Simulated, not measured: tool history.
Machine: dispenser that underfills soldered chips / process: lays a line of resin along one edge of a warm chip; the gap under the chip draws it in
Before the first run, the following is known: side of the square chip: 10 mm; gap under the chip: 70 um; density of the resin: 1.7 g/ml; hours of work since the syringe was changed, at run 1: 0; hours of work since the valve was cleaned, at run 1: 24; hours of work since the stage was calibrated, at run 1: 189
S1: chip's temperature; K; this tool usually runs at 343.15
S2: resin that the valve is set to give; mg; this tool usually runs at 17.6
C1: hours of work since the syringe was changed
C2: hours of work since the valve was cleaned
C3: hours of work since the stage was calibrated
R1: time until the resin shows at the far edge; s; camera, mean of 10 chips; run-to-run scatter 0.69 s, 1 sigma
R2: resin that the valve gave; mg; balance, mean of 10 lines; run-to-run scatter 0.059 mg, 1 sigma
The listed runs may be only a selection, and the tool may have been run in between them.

Run 1, day 0: usual settings; C1 0; C2 24; C3 189. Result: R1 63.8 s, R2 17.23 mg.
Run 2, day 0.217: usual settings; C1 3; C2 27; C3 192. Result: R1 80.9 s, R2 17.14 mg.
At day 0.488: new syringe of resin.
Run 3, day 0.629: usual settings; C1 2; C2 34; C3 198. Result: R1 77.4 s, R2 17.07 mg.
Run 4, day 0.946: usual settings but S2 18.5 mg; C1 7; C2 39; C3 203. Result: R1 108.1 s, R2 17.93 mg.
At day 1: new syringe of resin.
Run 5, day 1.454: usual settings but S1 344.15 K, S2 18.5 mg; C1 7; C2 47; C3 211. Result: R1 100.6 s, R2 17.78 mg.
At day 1.512: new syringe of resin.
Run 6, day 1.954: usual settings but S1 337.15 K; C1 7; C2 54; C3 219. Result: R1 137.1 s, R2 16.82 mg.
At day 2: new syringe of resin.
At day 2.162: dispensing valve cleaned and set on the balance.
Run 7, day 2.383: usual settings but S1 337.15 K; C1 5; C2 4; C3 225. Result: R1 124.2 s, R2 17.54 mg.
At day 2.546: new syringe of resin.
Run 8, day 2.662: usual settings but S1 337.15 K; C1 2; C2 8; C3 229. Result: R1 97.7 s, R2 17.51 mg.
Run 9, day 2.904: usual settings but S1 337.15 K; C1 6; C2 12; C3 233. Result: R1 127.3 s, R2 17.47 mg.
At day 3.029: new syringe of resin.
Run 10, day 3.167: usual settings but S1 337.15 K; C1 2; C2 16; C3 237. Result: R1 100.3 s, R2 17.27 mg.
Run 11, day 3.421: usual settings but S1 337.15 K; C1 6; C2 20; C3 241. Result: R1 129.5 s, R2 17.34 mg.
At day 3.542: new syringe of resin.
Run 12, day 3.879: usual settings but S1 337.15 K; C1 5; C2 27; C3 248. Result: R1 124.6 s, R2 17.2 mg.
At day 4.025: new syringe of resin.
Run 13, day 4.104: usual settings but S1 337.15 K; C1 1; C2 30; C3 251. Result: R1 92.5 s, R2 17.09 mg.
Run 14, day 4.325: usual settings but S1 337.15 K; C1 5; C2 33; C3 255. Result: R1 118 s, R2 17.14 mg.
At day 4.521: new syringe of resin.
Run 15, day 4.571: usual settings but S1 337.15 K; C1 1; C2 37; C3 259. Result: R1 91.4 s, R2 17.07 mg.
At day 5.004: new syringe of resin.
Run 16, day 5.088: usual settings but S2 17.7 mg; C1 1; C2 45; C3 267. Result: R1 73.9 s, R2 16.99 mg.
At day 5.512: new syringe of resin.
Run 17, day 5.529: usual settings; C1 0; C2 52; C3 273. Result: R1 67.4 s, R2 16.83 mg.
At day 5.875: dispensing valve cleaned and set on the balance.
Run 18, day 6.012: usual settings; C1 7; C2 2; C3 280. Result: R1 111.4 s, R2 17.59 mg.
At day 6.062: new syringe of resin.
Run 19, day 6.25: usual settings; C1 3; C2 6; C3 284. Result: R1 81.1 s, R2 17.58 mg.
At day 6.562: new syringe of resin.
Run 20, day 6.767: usual settings but S1 351.15 K, S2 16.8 mg; C1 3; C2 14; C3 292. Result: R1 59.4 s, R2 16.55 mg.
Run 21, day 7.017: usual settings but S1 356.15 K, S2 16.9 mg; C1 7; C2 18; C3 296. Result: R1 62.5 s, R2 16.56 mg.
At day 7.079: new syringe of resin.
Run 22, day 7.425: usual settings but S1 345.15 K, S2 20.2 mg; C1 6; C2 24; C3 302. Result: R1 87.4 s, R2 19.73 mg.
At day 7.583: new syringe of resin.
Run 23, day 7.929: usual settings but S2 18.8 mg; C1 6; C2 32; C3 310. Result: R1 96.2 s, R2 18.3 mg.
At day 8.088: new syringe of resin.
Run 24, day 8.446: usual settings but S1 347.15 K; C1 6; C2 40; C3 318. Result: R1 82.4 s, R2 16.94 mg.
At day 8.575: new syringe of resin.
Run 25, day 8.9: usual settings but S1 351.15 K, S2 15 mg; C1 5; C2 47; C3 325. Result: R1 70.5 s, R2 14.44 mg.
At day 9.05: new syringe of resin.
Run 26, day 9.304: usual settings but S1 349.15 K, S2 17.9 mg; C1 4; C2 53; C3 331. Result: R1 68.6 s, R2 17.15 mg.
At day 9.55: new syringe of resin.
At day 9.592: dispensing valve cleaned and set on the balance.
Run 27, day 9.65: usual settings but S1 349.15 K, S2 17.9 mg; C1 1; C2 1; C3 336. Result: R1 54 s, R2 17.84 mg.
Run 28, day 10.017: usual settings but S1 341.15 K, S2 19.9 mg; C1 7; C2 7; C3 342. Result: R1 114.1 s, R2 19.69 mg.
At day 10.1: new syringe of resin.
Run 29, day 10.3: usual settings but S1 341.15 K, S2 19.9 mg; C1 3; C2 11; C3 346. Result: R1 89.9 s, R2 19.64 mg.
At day 10.579: new syringe of resin.
Run 30, day 10.579: usual settings but S1 338.15 K, S2 21.4 mg; C1 0; C2 15; C3 350. Result: R1 83.4 s, R2 21.19 mg.
Run 31, day 10.946: usual settings but S1 353.15 K, S2 19.7 mg; C1 6; C2 21; C3 356. Result: R1 63.4 s, R2 19.41 mg.
At day 11.071: new syringe of resin.
Run 32, day 11.442: usual settings but S1 334.15 K, S2 22.6 mg; C1 6; C2 29; C3 364. Result: R1 148.7 s, R2 21.97 mg.
At day 11.55: new syringe of resin.
Run 33, day 11.796: usual settings but S1 355.15 K, S2 19.8 mg; C1 4; C2 34; C3 369. Result: R1 52.5 s, R2 19.19 mg.
At day 12.042: new syringe of resin.
Run 34, day 12.183: usual settings but S2 21.8 mg; C1 2; C2 40; C3 375. Result: R1 78.5 s, R2 21.05 mg.

Here are 3 independent what-if runs from the current tool condition. What would each one return?
Run A, day 12.412: usual settings but S1 351.15 K; C1 6; C2 44; C3 379. Result: R1 ?, R2 ?.
Run B, day 12.412: usual settings but S1 352.15 K, S2 22.8 mg; C1 6; C2 44; C3 379. Result: R1 ?, R2 ?.
Run C, day 12.412: usual settings but S1 341.15 K, S2 20.3 mg; C1 6; C2 44; C3 379. Result: R1 ?, R2 ?.

run     R1     R2
  A   73.2  16.95
  B   66.4  21.93
  C  110.3  19.53
Take away the tool's hidden state, keep each run's random variation, and the runs would have read:
run    R1     R2
  A  44.9   17.6
  B  40.7  22.76
  C    67  20.28
